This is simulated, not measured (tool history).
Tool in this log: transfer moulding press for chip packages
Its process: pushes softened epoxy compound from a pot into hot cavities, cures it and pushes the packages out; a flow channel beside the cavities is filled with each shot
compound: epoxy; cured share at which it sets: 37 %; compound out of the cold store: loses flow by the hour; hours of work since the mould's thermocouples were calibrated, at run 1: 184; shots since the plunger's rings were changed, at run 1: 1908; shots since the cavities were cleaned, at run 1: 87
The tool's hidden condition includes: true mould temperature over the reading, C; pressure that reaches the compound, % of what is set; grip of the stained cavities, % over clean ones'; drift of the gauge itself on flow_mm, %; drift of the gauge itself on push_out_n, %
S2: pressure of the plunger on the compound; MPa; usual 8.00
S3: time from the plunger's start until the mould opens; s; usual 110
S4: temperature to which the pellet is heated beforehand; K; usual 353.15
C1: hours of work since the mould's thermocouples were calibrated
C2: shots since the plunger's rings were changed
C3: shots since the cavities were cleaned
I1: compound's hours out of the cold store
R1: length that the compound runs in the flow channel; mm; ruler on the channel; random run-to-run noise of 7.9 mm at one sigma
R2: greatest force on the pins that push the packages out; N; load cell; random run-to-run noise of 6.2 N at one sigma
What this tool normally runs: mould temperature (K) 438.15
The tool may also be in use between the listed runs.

run 1 hour=0.0 | mould_temperature_(K)=438.15 S2=8.00 S3=110 S4=353.15 | C1=184 C2=1908 C3=87 | I1=21.9 | R1=891 R2=267
run 2 hour=56.9 | mould_temperature_(K)=438.15 S2=8.00 S3=110 S4=353.15 | C1=212 C2=2361 C3=540 | I1=28.9 | R1=844 R2=326
-- hour=85.4 cavities cleaned with cleaning compound and waxed
run 3 hour=109.8 | mould_temperature_(K)=438.15 S2=8.00 S3=110 S4=345.15 | C1=237 C2=2771 C3=194 | I1=47.1 | R1=786 R2=286
-- hour=181.8 cavities cleaned with cleaning compound and waxed
run 4 hour=191.2 | mould_temperature_(K)=438.15 S2=8.00 S3=110 S4=345.15 | C1=276 C2=3407 C3=74 | I1=8.5 | R1=904 R2=291
run 5 hour=240.4 | mould_temperature_(K)=438.15 S2=8.00 S3=110 S4=345.15 | C1=300 C2=3799 C3=466 | I1=31.7 | R1=821 R2=325
-- hour=279.7 cavities cleaned with cleaning compound and waxed
run 6 hour=300.3 | mould_temperature_(K)=438.15 S2=8.00 S3=110 S4=345.15 | C1=329 C2=4265 C3=164 | I1=32.8 | R1=810 R2=291
-- hour=377.9 mould's thermocouples calibrated
-- hour=379.4 cavities cleaned with cleaning compound and waxed
run 7 hour=389.1 | mould_temperature_(K)=438.15 S2=8.00 S3=110 S4=344.15 | C1=5 C2=4944 C3=77 | I1=22.3 | R1=832 R2=300
run 8 hour=437.5 | mould_temperature_(K)=438.15 S2=8.00 S3=110 S4=344.15 | C1=28 C2=5329 C3=462 | I1=24.1 | R1=828 R2=327
-- hour=478.0 cavities cleaned with cleaning compound and waxed
run 9 hour=490.8 | mould_temperature_(K)=438.15 S2=8.00 S3=110 S4=353.15 | C1=54 C2=5743 C3=102 | I1=14.4 | R1=866 R2=293
run 10 hour=530.8 | mould_temperature_(K)=438.15 S2=8.00 S3=110 S4=353.15 | C1=73 C2=6061 C3=420 | I1=44.7 | R1=745 R2=323
-- hour=572.0 cavities cleaned with cleaning compound and waxed
-- hour=586.0 plunger's sealing rings changed
run 11 hour=617.3 | mould_temperature_(K)=438.15 S2=8.00 S3=110 S4=353.15 | C1=114 C2=249 C3=341 | I1=24.9 | R1=896 R2=325
-- hour=667.8 cavities cleaned with cleaning compound and waxed
run 12 hour=700.9 | mould_temperature_(K)=438.15 S2=8.00 S3=110 S4=353.15 | C1=154 C2=903 C3=263 | I1=17.5 | R1=929 R2=301
-- hour=763.7 cavities cleaned with cleaning compound and waxed
run 13 hour=763.7 | mould_temperature_(K)=438.15 S2=8.00 S3=110 S4=353.15 | C1=184 C2=1391 C3=0 | I1=13.1 | R1=941 R2=282
-- hour=813.6 mould's thermocouples calibrated, once more
run 14 hour=831.1 | mould_temperature_(K)=438.15 S2=9.97 S3=115 S4=353.15 | C1=9 C2=1913 C3=522 | I1=38.8 | R1=906 R2=291
-- hour=862.4 cavities cleaned with cleaning compound and waxed
run 15 hour=871.9 | mould_temperature_(K)=438.15 S2=9.97 S3=115 S4=353.15 | C1=28 C2=2225 C3=75 | I1=45.8 | R1=900 R2=230
-- hour=960.1 cavities cleaned with cleaning compound and waxed
run 16 hour=965.7 | mould_temperature_(K)=438.15 S2=9.97 S3=115 S4=353.15 | C1=73 C2=2961 C3=45 | I1=33.1 | R1=935 R2=245
run 17 hour=1006.2 | mould_temperature_(K)=438.15 S2=9.97 S3=115 S4=353.15 | C1=93 C2=3284 C3=368 | I1=47.6 | R1=871 R2=278
-- hour=1055.8 cavities cleaned with cleaning compound and waxed
run 18 hour=1055.8 | mould_temperature_(K)=438.15 S2=8.00 S3=110 S4=347.15 | C1=116 C2=3667 C3=0 | I1=35.7 | R1=812 R2=257
run 19 hour=1109.6 | mould_temperature_(K)=438.15 S2=8.00 S3=141 S4=343.15 | C1=142 C2=4095 C3=428 | I1=19.6 | R1=871 R2=248
-- hour=1156.4 cavities cleaned with cleaning compound and waxed
run 20 hour=1192.9 | mould_temperature_(K)=441.15 S2=8.00 S3=110 S4=354.15 | C1=182 C2=4747 C3=291 | I1=40.6 | R1=775 R2=273
run 21 hour=1234.0 | mould_temperature_(K)=441.15 S2=8.00 S3=107 S4=354.15 | C1=203 C2=5074 C3=618 | I1=33.8 | R1=781 R2=301
-- hour=1257.1 cavities cleaned with cleaning compound and waxed
run 22 hour=1304.7 | mould_temperature_(K)=432.15 S2=7.49 S3=142 S4=358.15 | C1=236 C2=5626 C3=380 | I1=10.5 | R1=864 R2=286
-- hour=1353.3 cavities cleaned with cleaning compound and waxed
run 23 hour=1395.9 | mould_temperature_(K)=437.15 S2=7.61 S3=142 S4=358.15 | C1=280 C2=6340 C3=339 | I1=25.1 | R1=795 R2=244
-- hour=1416.1 plunger's sealing rings changed
run 24 hour=1444.8 | mould_temperature_(K)=438.15 S2=7.84 S3=118 S4=360.15 | C1=303 C2=229 C3=709 | I1=17.7 | R1=926 R2=308
-- hour=1450.8 cavities cleaned with cleaning compound and waxed
run 25 hour=1521.9 | mould_temperature_(K)=438.15 S2=6.07 S3=110 S4=359.15 | C1=340 C2=831 C3=566 | I1=39.8 | R1=728 R2=315
-- hour=1550.8 cavities cleaned with cleaning compound and waxed
-- hour=1579.4 mould's thermocouples calibrated
run 26 hour=1596.7 | mould_temperature_(K)=438.15 S2=8.75 S3=93 S4=353.15 | C1=8 C2=1399 C3=349 | I1=8.9 | R1=991 R2=429

Each run again, without the hidden state but with its own random variation kept:
run=1 R1=925 R2=240
run=2 R1=883 R2=241
run=3 R1=829 R2=240
run=4 R1=964 R2=261
run=5 R1=882 R2=241
run=6 R1=878 R2=244
run=7 R1=913 R2=256
run=8 R1=915 R2=233
run=9 R1=965 R2=252
run=10 R1=836 R2=240
run=11 R1=897 R2=245
run=12 R1=940 R2=232
run=13 R1=960 R2=254
run=14 R1=937 R2=219
run=15 R1=935 R2=215
run=16 R1=984 R2=227
run=17 R1=921 R2=218
run=18 R1=864 R2=250
run=19 R1=934 R2=194
run=20 R1=842 R2=223
run=21 R1=853 R2=217
run=22 R1=953 R2=221
run=23 R1=889 R2=195
run=24 R1=929 R2=214
run=25 R1=737 R2=224
run=26 R1=1015 R2=345

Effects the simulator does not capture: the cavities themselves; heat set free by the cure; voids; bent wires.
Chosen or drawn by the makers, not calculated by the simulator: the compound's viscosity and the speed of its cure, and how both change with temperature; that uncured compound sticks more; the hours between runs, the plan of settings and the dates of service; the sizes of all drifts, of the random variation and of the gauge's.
